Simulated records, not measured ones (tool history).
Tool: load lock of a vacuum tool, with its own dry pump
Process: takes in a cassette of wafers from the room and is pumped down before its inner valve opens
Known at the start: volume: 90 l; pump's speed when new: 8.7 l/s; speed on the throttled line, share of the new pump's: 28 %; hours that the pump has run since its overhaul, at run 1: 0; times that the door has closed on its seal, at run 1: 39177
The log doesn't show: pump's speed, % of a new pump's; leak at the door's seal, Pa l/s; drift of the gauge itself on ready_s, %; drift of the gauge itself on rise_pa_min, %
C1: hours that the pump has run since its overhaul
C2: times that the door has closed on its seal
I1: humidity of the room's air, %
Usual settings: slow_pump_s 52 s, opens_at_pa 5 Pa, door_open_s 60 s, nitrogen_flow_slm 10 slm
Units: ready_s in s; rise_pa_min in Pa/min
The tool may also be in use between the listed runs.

{"run": 1, "hour": 0.0, "slow_pump_s": 52, "opens_at_pa": 5, "door_open_s": 60, "nitrogen_flow_slm": 10, "C1": 0, "C2": 39177, "I1": 44.9, "ready_s": 139.9, "rise_pa_min": 0.551}
{"run": 2, "hour": 460.1, "slow_pump_s": 52, "opens_at_pa": 5, "door_open_s": 60, "nitrogen_flow_slm": 10, "C1": 460, "C2": 40556, "I1": 44.2, "ready_s": 141, "rise_pa_min": 0.591}
{"run": 3, "hour": 779.5, "slow_pump_s": 52, "opens_at_pa": 5, "door_open_s": 60, "nitrogen_flow_slm": 10, "C1": 780, "C2": 41514, "I1": 39.1, "ready_s": 141, "rise_pa_min": 0.62}
{"run": 4, "hour": 1116.4, "slow_pump_s": 52, "opens_at_pa": 5, "door_open_s": 60, "nitrogen_flow_slm": 10, "C1": 1116, "C2": 42525, "I1": 41.7, "ready_s": 142.1, "rise_pa_min": 0.631}
{"run": 5, "hour": 1622.7, "slow_pump_s": 52, "opens_at_pa": 5, "door_open_s": 60, "nitrogen_flow_slm": 10, "C1": 1623, "C2": 44043, "I1": 42.7, "ready_s": 141.9, "rise_pa_min": 0.666}
{"hour": 2046.3, "done": "door's seal changed, seat wiped"}
{"run": 6, "hour": 2075.3, "slow_pump_s": 52, "opens_at_pa": 5, "door_open_s": 60, "nitrogen_flow_slm": 10, "C1": 2074, "C2": 87, "I1": 46.3, "ready_s": 143.1, "rise_pa_min": 0.022}
{"run": 7, "hour": 2368.4, "slow_pump_s": 52, "opens_at_pa": 5, "door_open_s": 60, "nitrogen_flow_slm": 10, "C1": 2367, "C2": 966, "I1": 43.5, "ready_s": 144, "rise_pa_min": 0.024}
{"run": 8, "hour": 2656.5, "slow_pump_s": 52, "opens_at_pa": 5, "door_open_s": 60, "nitrogen_flow_slm": 10, "C1": 2655, "C2": 1830, "I1": 41.9, "ready_s": 144, "rise_pa_min": 0.025}
{"run": 9, "hour": 2934.2, "slow_pump_s": 52, "opens_at_pa": 5, "door_open_s": 60, "nitrogen_flow_slm": 10, "C1": 2933, "C2": 2663, "I1": 46.8, "ready_s": 142.3, "rise_pa_min": 0.031}
{"run": 10, "hour": 3435.8, "slow_pump_s": 52, "opens_at_pa": 5, "door_open_s": 60, "nitrogen_flow_slm": 11, "C1": 3434, "C2": 4168, "I1": 45.3, "ready_s": 144.8, "rise_pa_min": 0.042}
{"run": 11, "hour": 3902.7, "slow_pump_s": 52, "opens_at_pa": 5, "door_open_s": 224, "nitrogen_flow_slm": 10, "C1": 3901, "C2": 5568, "I1": 43.1, "ready_s": 146.2, "rise_pa_min": 0.061}
{"run": 12, "hour": 4526.5, "slow_pump_s": 52, "opens_at_pa": 5, "door_open_s": 224, "nitrogen_flow_slm": 10, "C1": 4525, "C2": 7439, "I1": 45.5, "ready_s": 147.6, "rise_pa_min": 0.081}
{"run": 13, "hour": 5050.6, "slow_pump_s": 52, "opens_at_pa": 5, "door_open_s": 224, "nitrogen_flow_slm": 10, "C1": 5049, "C2": 9010, "I1": 43.1, "ready_s": 148.1, "rise_pa_min": 0.09}
{"run": 14, "hour": 5498.8, "slow_pump_s": 33, "opens_at_pa": 5, "door_open_s": 33, "nitrogen_flow_slm": 10, "C1": 5497, "C2": 10355, "I1": 46.3, "ready_s": 134.1, "rise_pa_min": 0.09}
{"run": 15, "hour": 5933.9, "slow_pump_s": 33, "opens_at_pa": 10, "door_open_s": 26, "nitrogen_flow_slm": 10, "C1": 5932, "C2": 11660, "I1": 45.4, "ready_s": 126.1, "rise_pa_min": 0.094}
{"run": 16, "hour": 6267.9, "slow_pump_s": 26, "opens_at_pa": 5, "door_open_s": 35, "nitrogen_flow_slm": 10, "C1": 6266, "C2": 12661, "I1": 44.4, "ready_s": 129.6, "rise_pa_min": 0.108}

Forecast each of these 3 alternatives for the next run:
{"run": "A", "hour": 6681.0, "slow_pump_s": 26, "opens_at_pa": 5, "door_open_s": 237, "nitrogen_flow_slm": 9, "C1": 6680, "C2": 13900, "I1": 45.3, "ready_s": "?", "rise_pa_min": "?"}
{"run": "B", "hour": 6681.0, "slow_pump_s": 35, "opens_at_pa": 8, "door_open_s": 35, "nitrogen_flow_slm": 10, "C1": 6680, "C2": 13900, "I1": 47.6, "ready_s": "?", "rise_pa_min": "?"}
{"run": "C", "hour": 6681.0, "slow_pump_s": 47, "opens_at_pa": 7, "door_open_s": 35, "nitrogen_flow_slm": 10, "C1": 6680, "C2": 13900, "I1": 44.6, "ready_s": "?", "rise_pa_min": "?"}

run=A ready_s=130.6 rise_pa_min=0.145
run=B ready_s=130.6 rise_pa_min=0.126
run=C ready_s=141.9 rise_pa_min=0.122
Without the tool's hidden state the same runs would have given:
run=A ready_s=121.5 rise_pa_min=0.035
run=B ready_s=122.4 rise_pa_min=0.017
run=C ready_s=133.7 rise_pa_min=0.014
